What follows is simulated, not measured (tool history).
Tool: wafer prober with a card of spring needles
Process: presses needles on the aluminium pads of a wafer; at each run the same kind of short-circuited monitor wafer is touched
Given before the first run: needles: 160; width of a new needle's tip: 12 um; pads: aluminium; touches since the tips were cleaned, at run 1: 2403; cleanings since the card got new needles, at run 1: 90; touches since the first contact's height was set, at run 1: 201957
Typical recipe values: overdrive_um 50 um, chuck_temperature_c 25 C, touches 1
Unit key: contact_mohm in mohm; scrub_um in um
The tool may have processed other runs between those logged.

run   hour  overdrive_um  chuck_temperature_c  touches  touches since the tips were cleaned  cleanings since the card got new needles  touches since the first contact's height was set  contact_mohm  scrub_um
  1      0            50                   25        1                                 2403                                        90                                            201957           207     12.22
       3.4  -- tips cleaned on abrasive film
      10.2  -- tips cleaned on abrasive film
      18.7  -- tips cleaned on abrasive film
  2   19.1            50                   25        1                                  220                                        93                                            212681           211     12.31
      21.1  -- height of the first contact set anew
      26.2  -- tips cleaned on abrasive film
      34.6  -- tips cleaned on abrasive film
      43.1  -- tips cleaned on abrasive film
      51.6  -- tips cleaned on abrasive film
      58.4  -- tips cleaned on abrasive film
  3   59.3            50                   41        1                                  532                                        98                                             21538           211     12.27
      66.1  -- tips cleaned on abrasive film
      72.9  -- tips cleaned on abrasive film
      81.3  -- tips cleaned on abrasive film
      89.8  -- tips cleaned on abrasive film
  4   95.6            50                   41        1                                 3316                                       102                                             42042           216     12.33
      97.4  -- tips cleaned on abrasive film
     105.8  -- tips cleaned on abrasive film
     114.3  -- tips cleaned on abrasive film
     121.1  -- tips cleaned on abrasive film
     129.5  -- tips cleaned on abrasive film
  5  135.1            50                   41        1                                 3168                                       107                                             64306           211     12.23
     136.9  -- tips cleaned on abrasive film
     145.3  -- tips cleaned on abrasive film
     153.8  -- tips cleaned on abrasive film
     162.3  -- tips cleaned on abrasive film
     170.7  -- tips cleaned on abrasive film
  6    175            50                   41        1                                 2465                                       112                                             86820           214     12.25
     178.5  -- tips cleaned on abrasive film
     186.9  -- tips cleaned on abrasive film
     195.4  -- tips cleaned on abrasive film
     203.9  -- tips cleaned on abrasive film
  7    204            50                   41        1                                   56                                       116                                            103109           209     12.26
     210.8  -- tips cleaned on abrasive film
     217.6  -- tips cleaned on abrasive film
  8  221.9            50                   41        1                                 2469                                       118                                            113218           210     12.28
     225.3  -- tips cleaned on abrasive film
     232.1  -- tips cleaned on abrasive film
     240.6  -- tips cleaned on abrasive film
       249  -- tips cleaned on abrasive film
     257.5  -- tips cleaned on abrasive film
  9  262.4            70                   25        1                                 2825                                       123                                            136093           206     17.23
     265.9  -- tips cleaned on abrasive film
     274.4  -- tips cleaned on abrasive film
     282.8  -- tips cleaned on abrasive film
     291.3  -- tips cleaned on abrasive film
 10  294.3            38                   25        1                                 1713                                       127                                            154038           212      9.35
     299.4  -- tips cleaned on abrasive film
     307.9  -- tips cleaned on abrasive film
       316  -- tips cleaned on abrasive film
 11    316            65                   25        1                                    0                                       130                                            166284           205     15.95
     324.5  -- tips cleaned on abrasive film
       333  -- tips cleaned on abrasive film
     341.4  -- tips cleaned on abrasive film
 12  347.5            65                   25        1                                 3446                                       133                                            184052           206        16
     349.2  -- tips cleaned on abrasive film
     357.7  -- tips cleaned on abrasive film
     366.2  -- tips cleaned on abrasive film
     374.6  -- tips cleaned on abrasive film
 13  381.1            50                   67        1                                 3722                                       137                                            203051           220     12.35
     382.9  -- tips cleaned on abrasive film
     391.4  -- tips cleaned on abrasive film
     399.8  -- tips cleaned on abrasive film
     400.1  -- height of the first contact set anew
     408.6  -- tips cleaned on abrasive film
 14  410.7            64                   25        1                                 1197                                       141                                              5971           207     15.57
     415.8  -- tips cleaned on abrasive film
     424.3  -- tips cleaned on abrasive film
     432.7  -- tips cleaned on abrasive film
     441.2  -- tips cleaned on abrasive film
     449.1  -- tips cleaned on abrasive film
 15  449.1            36                  111        2                                    0                                       146                                             27617           242      8.75
     457.6  -- tips cleaned on abrasive film
     464.4  -- tips cleaned on abrasive film
 16  468.5            39                   78        3                                 2361                                       148                                             38571           224      9.53
     471.9  -- tips cleaned on abrasive film
     480.4  -- tips cleaned on abrasive film
     487.2  -- tips cleaned on abrasive film
     494.5  -- tips cleaned on abrasive film
 17  494.5            50                   25        2                                    0                                       152                                             53191           205     12.26
     501.3  -- tips cleaned on abrasive film
     509.8  -- tips cleaned on abrasive film
     516.5  -- tips cleaned on abrasive film
     528.5  -- card fitted with new needles
       537  -- tips cleaned on abrasive film
     545.5  -- tips cleaned on abrasive film
 18  547.7            49                   25        1                                 1273                                         2                                             10821           210     11.99
     552.8  -- tips cleaned on abrasive film
     561.3  -- tips cleaned on abrasive film
     569.7  -- tips cleaned on abrasive film
     578.2  -- tips cleaned on abrasive film
       585  -- tips cleaned on abrasive film
 19  588.2            59                   25        2                                 1799                                         7                                             33628           207     14.41
     593.3  -- tips cleaned on abrasive film
     601.7  -- tips cleaned on abrasive film
     610.2  -- tips cleaned on abrasive film
     618.7  -- tips cleaned on abrasive film
     626.2  -- tips cleaned on abrasive film
 20  626.2            45                   27        2                                    0                                        12                                             55038           211     11.02
     634.6  -- tips cleaned on abrasive film
     643.1  -- tips cleaned on abrasive film
     651.2  -- tips cleaned on abrasive film
 21  651.2            50                   84        2                                    0                                        15                                             69162           224     12.28
     659.7  -- tips cleaned on abrasive film
     668.1  -- tips cleaned on abrasive film
 22  671.1            48                  123        2                                 1728                                        17                                             80438           228     11.77
     676.3  -- tips cleaned on abrasive film
     683.1  -- tips cleaned on abrasive film
     691.5  -- tips cleaned on abrasive film
       700  -- tips cleaned on abrasive film
 23  704.6            48                  123        2                                 2614                                        21                                             99283           238     11.75
       708  -- tips cleaned on abrasive film
     716.5  -- tips cleaned on abrasive film
     724.9  -- tips cleaned on abrasive film
 24  731.4            50                   47        3                                 3682                                        24                                            114423           213     12.27
     733.2  -- tips cleaned on abrasive film
     741.6  -- tips cleaned on abrasive film
     750.1  -- tips cleaned on abrasive film
     758.5  -- tips cleaned on abrasive film
       767  -- tips cleaned on abrasive film
 25  768.1            50                   47        3                                  601                                        29                                            135075           215     12.27

Predict each of these 3 candidate next runs independently; none follows another, all start after run 25:
     774.8  -- tips cleaned on abrasive film
     783.3  -- tips cleaned on abrasive film
     791.8  -- tips cleaned on abrasive film
     800.2  -- tips cleaned on abrasive film
     807.3  -- tips cleaned on abrasive film
  A  807.3            50                  118        2                                    0                                        34                                            157176             ?         ?
     774.8  -- tips cleaned on abrasive film
     783.3  -- tips cleaned on abrasive film
     791.8  -- tips cleaned on abrasive film
     800.2  -- tips cleaned on abrasive film
     807.3  -- tips cleaned on abrasive film
  B  807.3            43                   63        2                                    0                                        34                                            157176             ?         ?
     774.8  -- tips cleaned on abrasive film
     783.3  -- tips cleaned on abrasive film
     791.8  -- tips cleaned on abrasive film
     800.2  -- tips cleaned on abrasive film
     807.3  -- tips cleaned on abrasive film
  C  807.3            32                  104        2                                    0                                        34                                            157176             ?         ?

run  contact_mohm  scrub_um
  A           231      12.3
  B           218     10.54
  C           241      7.88
Stripped of hidden state, with their random variation kept, the same runs would have yielded:
run  contact_mohm  scrub_um
  A           231      12.3
  B           218     10.55
  C           241      7.88
